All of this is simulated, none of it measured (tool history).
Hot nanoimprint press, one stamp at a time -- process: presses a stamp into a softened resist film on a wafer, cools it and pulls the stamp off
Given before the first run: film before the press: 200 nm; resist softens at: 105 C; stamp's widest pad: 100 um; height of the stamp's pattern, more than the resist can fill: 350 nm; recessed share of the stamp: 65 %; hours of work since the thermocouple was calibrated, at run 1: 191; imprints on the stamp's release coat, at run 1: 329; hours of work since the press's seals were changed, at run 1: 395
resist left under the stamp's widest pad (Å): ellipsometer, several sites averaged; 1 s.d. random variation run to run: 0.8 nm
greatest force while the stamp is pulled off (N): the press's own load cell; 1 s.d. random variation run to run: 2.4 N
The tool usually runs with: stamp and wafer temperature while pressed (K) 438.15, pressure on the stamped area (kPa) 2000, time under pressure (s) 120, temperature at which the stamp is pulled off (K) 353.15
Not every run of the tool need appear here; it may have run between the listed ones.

run,day,stamp and wafer temperature while pressed (K),pressure on the stamped area (kPa),time under pressure (s),temperature at which the stamp is pulled off (K),hours of work since the thermocouple was calibrated,imprints on the stamp's release coat,hours of work since the press's seals were changed,resist left under the stamp's widest pad (Å),greatest force while the stamp is pulled off (N)
1,0,438.15,2000,120,353.15,191,329,395,1100,132
2,0.362,436.15,2000,120,353.15,198,366,401,1225,129
3,0.904,438.15,2000,120,358.15,208,422,411,1093,115
4,1.6,438.15,2000,120,358.15,221,492,424,1111,116
5,2.188,438.15,2000,120,353.15,231,552,434,1119,133
6,2.538,438.15,2520,120,353.15,238,588,441,1019,138
7,2.904,438.15,2520,69,353.15,244,626,447,1233,138
8,3.388,438.15,2890,120,353.15,253,675,456,967,132
9,3.783,438.15,2890,120,353.15,260,715,463,977,140
10,4.204,438.15,2890,240,353.15,268,758,471,749,145
11,4.838,438.15,2890,240,353.15,280,823,483,748,147
12,5.571,438.15,2890,240,353.15,293,897,496,751,147
13,6.104,438.15,2890,210,353.15,303,952,506,791,154
14,6.454,438.15,2890,210,353.15,309,988,512,803,145
15,6.875,438.15,2890,210,353.15,317,1031,520,798,153
16,7.562,438.15,2190,120,353.15,329,1100,532,1112,150
17,7.896,438.15,1510,120,353.15,335,1134,538,1275,154
18,8.338,438.15,1750,120,349.15,343,1179,546,1201,180
19,8.979,448.15,2250,150,347.15,355,1245,558,540,187
20,9.538,448.15,2250,150,347.15,365,1302,568,545,185
# day 9.9: plate thermocouple calibrated
21,10.208,437.15,1320,136,353.15,6,1357,578,1236,155
22,10.629,437.15,1320,136,354.15,13,1400,586,1229,152
23,11.088,437.15,1320,136,354.15,22,1447,594,1239,160
24,11.825,437.15,1320,136,354.15,35,1523,608,1248,156
25,12.188,429.15,2300,69,344.15,42,1559,614,1732,205
26,12.667,429.15,2300,69,344.15,50,1608,623,1705,210
27,13.375,438.15,2000,120,340.15,63,1681,636,1066,224
28,14.129,438.15,1480,120,342.15,77,1757,650,1187,219
29,14.533,426.15,2000,116,350.15,84,1798,657,1770,185
30,14.975,438.15,2000,118,354.15,92,1843,665,1099,180
31,15.454,441.15,1410,116,343.15,101,1893,674,1061,220

3 options for the next run, each taken on its own from the tool as it stands now. Forecast them:
A,15.862,441.15,1410,60,343.15,109,1934,681,?,?
B,15.862,427.15,1870,120,353.15,109,1934,681,?,?
C,15.862,438.15,2000,120,351.15,109,1934,681,?,?

run,resist left under the stamp's widest pad (Å),greatest force while the stamp is pulled off (N)
A,1300,233
B,1749,183
C,1097,187
Had the tool no hidden state, the same runs would have come out as:
run,resist left under the stamp's widest pad (Å),greatest force while the stamp is pulled off (N)
A,1258,145
B,1717,113
C,1047,115

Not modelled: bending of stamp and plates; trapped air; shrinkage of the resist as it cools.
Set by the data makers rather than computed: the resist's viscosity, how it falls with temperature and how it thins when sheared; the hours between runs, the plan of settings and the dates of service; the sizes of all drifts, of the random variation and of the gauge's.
